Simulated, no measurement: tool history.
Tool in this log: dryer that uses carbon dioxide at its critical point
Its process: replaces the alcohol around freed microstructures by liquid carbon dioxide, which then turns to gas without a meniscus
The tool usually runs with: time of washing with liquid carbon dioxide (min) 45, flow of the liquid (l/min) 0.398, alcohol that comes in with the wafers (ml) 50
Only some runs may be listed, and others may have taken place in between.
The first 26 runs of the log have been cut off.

| run | hour | time of washing with liquid carbon dioxide (min) | flow of the liquid (l/min) | alcohol that comes in with the wafers (ml) | hours of work since the filter was changed | hours of work since the purifier's bed was changed | alcohol left in the vessel before it's heated (ppm by volume) |
|---|---|---|---|---|---|---|---|
| 27 | 976.3 | 45 | 0.256 | 35 | 127 | 492 | 293 |
| 28 | 1018.3 | 68 | 0.373 | 108 | 146 | 511 | 168 |
| 29 | 1068.9 | 41 | 0.415 | 50 | 168 | 533 | 205 |
| 30 | 1115.8 | 41 | 0.415 | 50 | 190 | 555 | 210 |
|  | 1125.1 | inlet filter changed |
| 31 | 1141.7 | 41 | 0.415 | 50 | 8 | 566 | 198 |
| 32 | 1183.9 | 68 | 0.57 | 50 | 27 | 585 | 191 |
|  | 1209.9 | purifier's bed changed |
| 33 | 1218.7 | 68 | 0.57 | 50 | 41 | 4 | 2 |
| 34 | 1246.1 | 68 | 0.57 | 50 | 53 | 16 | 15 |
| 35 | 1279.6 | 39 | 0.309 | 50 | 68 | 31 | 115 |
| 36 | 1311.3 | 39 | 0.309 | 50 | 83 | 46 | 140 |
| 37 | 1344.1 | 42 | 0.354 | 87 | 97 | 61 | 81 |
| 38 | 1390.1 | 57 | 0.253 | 62 | 118 | 81 | 115 |
| 39 | 1433.5 | 57 | 0.253 | 62 | 138 | 101 | 117 |
| 40 | 1458 | 57 | 0.253 | 62 | 149 | 112 | 119 |
| 41 | 1501.1 | 54 | 0.253 | 62 | 168 | 131 | 169 |
| 42 | 1540.2 | 54 | 0.253 | 62 | 186 | 149 | 198 |
|  | 1556.2 | inlet filter changed |
| 43 | 1589.3 | 71 | 0.368 | 24 | 15 | 171 | 61 |
| 44 | 1617.3 | 45 | 0.655 | 55 | 28 | 183 | 66 |
| 45 | 1652.3 | 46 | 0.398 | 24 | 43 | 199 | 74 |
| 46 | 1690.1 | 46 | 0.35 | 34 | 60 | 216 | 86 |
| 47 | 1727 | 46 | 0.35 | 34 | 77 | 233 | 98 |

Branching from run 47: 4 alternative next runs. What would each branch give?
| A | 1779.1 | 30 | 0.35 | 34 | 101 | 256 | ? |
| B | 1779.1 | 29 | 0.49 | 50 | 101 | 256 | ? |
| C | 1779.1 | 28 | 0.511 | 60 | 101 | 256 | ? |
| D | 1779.1 | 45 | 0.243 | 50 | 101 | 256 | ? |

| run | alcohol left in the vessel before it's heated (ppm by volume) |
|---|---|
| A | 241 |
| B | 133 |
| C | 137 |
| D | 325 |
Had the tool no hidden state, the same runs would have come out as:
| run | alcohol left in the vessel before it's heated (ppm by volume) |
|---|---|
| A | 103 |
| B | 33 |
| C | 33 |
| D | 157 |

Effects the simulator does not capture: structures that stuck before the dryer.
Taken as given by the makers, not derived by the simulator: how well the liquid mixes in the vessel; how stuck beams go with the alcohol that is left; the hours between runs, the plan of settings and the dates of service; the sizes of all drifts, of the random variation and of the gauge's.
